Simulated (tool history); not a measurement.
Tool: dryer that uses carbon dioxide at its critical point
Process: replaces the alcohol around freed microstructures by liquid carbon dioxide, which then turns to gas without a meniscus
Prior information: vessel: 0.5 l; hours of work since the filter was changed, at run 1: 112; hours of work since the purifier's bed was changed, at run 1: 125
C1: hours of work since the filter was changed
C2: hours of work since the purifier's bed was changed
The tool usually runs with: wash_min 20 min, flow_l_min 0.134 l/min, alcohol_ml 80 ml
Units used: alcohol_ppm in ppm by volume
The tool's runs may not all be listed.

{"run": 1, "hour": 0.0, "wash_min": 20, "flow_l_min": 0.134, "alcohol_ml": 80, "C1": 112, "C2": 125, "alcohol_ppm": 3691}
{"run": 2, "hour": 4.1, "wash_min": 20, "flow_l_min": 0.134, "alcohol_ml": 80, "C1": 114, "C2": 127, "alcohol_ppm": 3642}
{"run": 3, "hour": 12.7, "wash_min": 20, "flow_l_min": 0.134, "alcohol_ml": 80, "C1": 118, "C2": 131, "alcohol_ppm": 3693}
{"run": 4, "hour": 16.9, "wash_min": 20, "flow_l_min": 0.134, "alcohol_ml": 22, "C1": 120, "C2": 133, "alcohol_ppm": 1038}
{"run": 5, "hour": 23.5, "wash_min": 20, "flow_l_min": 0.134, "alcohol_ml": 22, "C1": 124, "C2": 137, "alcohol_ppm": 1036}
{"run": 6, "hour": 28.8, "wash_min": 20, "flow_l_min": 0.134, "alcohol_ml": 22, "C1": 126, "C2": 139, "alcohol_ppm": 1050}
{"run": 7, "hour": 34.8, "wash_min": 20, "flow_l_min": 0.134, "alcohol_ml": 80, "C1": 129, "C2": 142, "alcohol_ppm": 3771}
{"run": 8, "hour": 43.4, "wash_min": 20, "flow_l_min": 0.134, "alcohol_ml": 80, "C1": 133, "C2": 146, "alcohol_ppm": 3761}
{"run": 9, "hour": 48.6, "wash_min": 20, "flow_l_min": 0.134, "alcohol_ml": 80, "C1": 136, "C2": 149, "alcohol_ppm": 3722}
{"run": 10, "hour": 57.0, "wash_min": 20, "flow_l_min": 0.095, "alcohol_ml": 80, "C1": 140, "C2": 153, "alcohol_ppm": 11321}
{"run": 11, "hour": 66.5, "wash_min": 22, "flow_l_min": 0.095, "alcohol_ml": 80, "C1": 145, "C2": 158, "alcohol_ppm": 8910}
{"run": 12, "hour": 72.4, "wash_min": 22, "flow_l_min": 0.095, "alcohol_ml": 80, "C1": 148, "C2": 160, "alcohol_ppm": 8901}
{"run": 13, "hour": 78.5, "wash_min": 22, "flow_l_min": 0.095, "alcohol_ml": 80, "C1": 150, "C2": 163, "alcohol_ppm": 8719}
{"run": 14, "hour": 84.6, "wash_min": 22, "flow_l_min": 0.176, "alcohol_ml": 80, "C1": 153, "C2": 166, "alcohol_ppm": 730}
{"run": 15, "hour": 90.1, "wash_min": 22, "flow_l_min": 0.176, "alcohol_ml": 80, "C1": 156, "C2": 169, "alcohol_ppm": 750}
{"run": 16, "hour": 94.8, "wash_min": 22, "flow_l_min": 0.176, "alcohol_ml": 45, "C1": 158, "C2": 171, "alcohol_ppm": 421}
{"run": 17, "hour": 103.4, "wash_min": 22, "flow_l_min": 0.176, "alcohol_ml": 45, "C1": 163, "C2": 176, "alcohol_ppm": 431}
{"run": 18, "hour": 112.4, "wash_min": 22, "flow_l_min": 0.176, "alcohol_ml": 45, "C1": 167, "C2": 180, "alcohol_ppm": 427}
{"run": 19, "hour": 121.0, "wash_min": 20, "flow_l_min": 0.146, "alcohol_ml": 80, "C1": 171, "C2": 184, "alcohol_ppm": 2874}
{"run": 20, "hour": 130.1, "wash_min": 20, "flow_l_min": 0.134, "alcohol_ml": 80, "C1": 176, "C2": 189, "alcohol_ppm": 3962}
{"run": 21, "hour": 134.3, "wash_min": 20, "flow_l_min": 0.134, "alcohol_ml": 80, "C1": 178, "C2": 191, "alcohol_ppm": 3944}
{"run": 22, "hour": 141.9, "wash_min": 20, "flow_l_min": 0.134, "alcohol_ml": 80, "C1": 181, "C2": 194, "alcohol_ppm": 4012}
{"run": 23, "hour": 148.3, "wash_min": 30, "flow_l_min": 0.134, "alcohol_ml": 80, "C1": 185, "C2": 197, "alcohol_ppm": 640}
{"run": 24, "hour": 155.9, "wash_min": 30, "flow_l_min": 0.134, "alcohol_ml": 80, "C1": 188, "C2": 201, "alcohol_ppm": 662}
{"run": 25, "hour": 164.2, "wash_min": 15, "flow_l_min": 0.192, "alcohol_ml": 80, "C1": 192, "C2": 205, "alcohol_ppm": 3011}
{"run": 26, "hour": 169.6, "wash_min": 23, "flow_l_min": 0.137, "alcohol_ml": 34, "C1": 195, "C2": 208, "alcohol_ppm": 914}
{"run": 27, "hour": 174.5, "wash_min": 13, "flow_l_min": 0.177, "alcohol_ml": 66, "C1": 197, "C2": 210, "alcohol_ppm": 5702}
{"run": 28, "hour": 183.6, "wash_min": 14, "flow_l_min": 0.134, "alcohol_ml": 41, "C1": 202, "C2": 215, "alcohol_ppm": 6315}
{"run": 29, "hour": 191.3, "wash_min": 31, "flow_l_min": 0.17, "alcohol_ml": 114, "C1": 205, "C2": 218, "alcohol_ppm": 186}
{"run": 30, "hour": 200.3, "wash_min": 31, "flow_l_min": 0.17, "alcohol_ml": 114, "C1": 210, "C2": 223, "alcohol_ppm": 192}
{"run": 31, "hour": 207.3, "wash_min": 20, "flow_l_min": 0.134, "alcohol_ml": 110, "C1": 213, "C2": 226, "alcohol_ppm": 5628}
{"run": 32, "hour": 213.4, "wash_min": 13, "flow_l_min": 0.134, "alcohol_ml": 88, "C1": 216, "C2": 229, "alcohol_ppm": 16472}
{"run": 33, "hour": 221.0, "wash_min": 20, "flow_l_min": 0.164, "alcohol_ml": 80, "C1": 220, "C2": 233, "alcohol_ppm": 1786}
{"run": 34, "hour": 228.8, "wash_min": 20, "flow_l_min": 0.164, "alcohol_ml": 80, "C1": 224, "C2": 237, "alcohol_ppm": 1855}
{"run": 35, "hour": 233.5, "wash_min": 30, "flow_l_min": 0.083, "alcohol_ml": 44, "C1": 226, "C2": 239, "alcohol_ppm": 3092}
{"run": 36, "hour": 241.5, "wash_min": 30, "flow_l_min": 0.083, "alcohol_ml": 44, "C1": 230, "C2": 243, "alcohol_ppm": 3165}
{"run": 37, "hour": 247.8, "wash_min": 20, "flow_l_min": 0.116, "alcohol_ml": 22, "C1": 233, "C2": 246, "alcohol_ppm": 2000}
{"run": 38, "hour": 251.8, "wash_min": 22, "flow_l_min": 0.116, "alcohol_ml": 28, "C1": 235, "C2": 248, "alcohol_ppm": 1797}
{"run": 39, "hour": 257.3, "wash_min": 17, "flow_l_min": 0.105, "alcohol_ml": 80, "C1": 238, "C2": 251, "alcohol_ppm": 14481}
{"run": 40, "hour": 262.3, "wash_min": 17, "flow_l_min": 0.105, "alcohol_ml": 80, "C1": 240, "C2": 253, "alcohol_ppm": 14472}
{"run": 41, "hour": 268.4, "wash_min": 20, "flow_l_min": 0.134, "alcohol_ml": 51, "C1": 243, "C2": 256, "alcohol_ppm": 2712}
{"run": 42, "hour": 275.2, "wash_min": 20, "flow_l_min": 0.09, "alcohol_ml": 51, "C1": 246, "C2": 259, "alcohol_ppm": 9259}
{"run": 43, "hour": 281.8, "wash_min": 24, "flow_l_min": 0.09, "alcohol_ml": 48, "C1": 250, "C2": 263, "alcohol_ppm": 5327}
{"run": 44, "hour": 288.0, "wash_min": 24, "flow_l_min": 0.09, "alcohol_ml": 48, "C1": 253, "C2": 266, "alcohol_ppm": 5490}
{"run": 45, "hour": 292.6, "wash_min": 24, "flow_l_min": 0.09, "alcohol_ml": 48, "C1": 255, "C2": 268, "alcohol_ppm": 5412}
{"run": 46, "hour": 299.2, "wash_min": 20, "flow_l_min": 0.185, "alcohol_ml": 80, "C1": 258, "C2": 271, "alcohol_ppm": 1082}

5 options for the next run, each taken on its own from the tool as it stands now. Forecast them:
{"run": "A", "hour": 307.5, "wash_min": 14, "flow_l_min": 0.105, "alcohol_ml": 80, "C1": 262, "C2": 275, "alcohol_ppm": "?"}
{"run": "B", "hour": 307.5, "wash_min": 20, "flow_l_min": 0.088, "alcohol_ml": 39, "C1": 262, "C2": 275, "alcohol_ppm": "?"}
{"run": "C", "hour": 307.5, "wash_min": 13, "flow_l_min": 0.153, "alcohol_ml": 33, "C1": 262, "C2": 275, "alcohol_ppm": "?"}
{"run": "D", "hour": 307.5, "wash_min": 27, "flow_l_min": 0.121, "alcohol_ml": 46, "C1": 262, "C2": 275, "alcohol_ppm": "?"}
{"run": "E", "hour": 307.5, "wash_min": 13, "flow_l_min": 0.185, "alcohol_ml": 22, "C1": 262, "C2": 275, "alcohol_ppm": "?"}

run=A alcohol_ppm=22121
run=B alcohol_ppm=7410
run=C alcohol_ppm=4491
run=D alcohol_ppm=1207
run=E alcohol_ppm=1739
Without the tool's hidden state the same runs would have given:
run=A alcohol_ppm=18673
run=B alcohol_ppm=6041
run=C alcohol_ppm=3549
run=D alcohol_ppm=811
run=E alcohol_ppm=1296

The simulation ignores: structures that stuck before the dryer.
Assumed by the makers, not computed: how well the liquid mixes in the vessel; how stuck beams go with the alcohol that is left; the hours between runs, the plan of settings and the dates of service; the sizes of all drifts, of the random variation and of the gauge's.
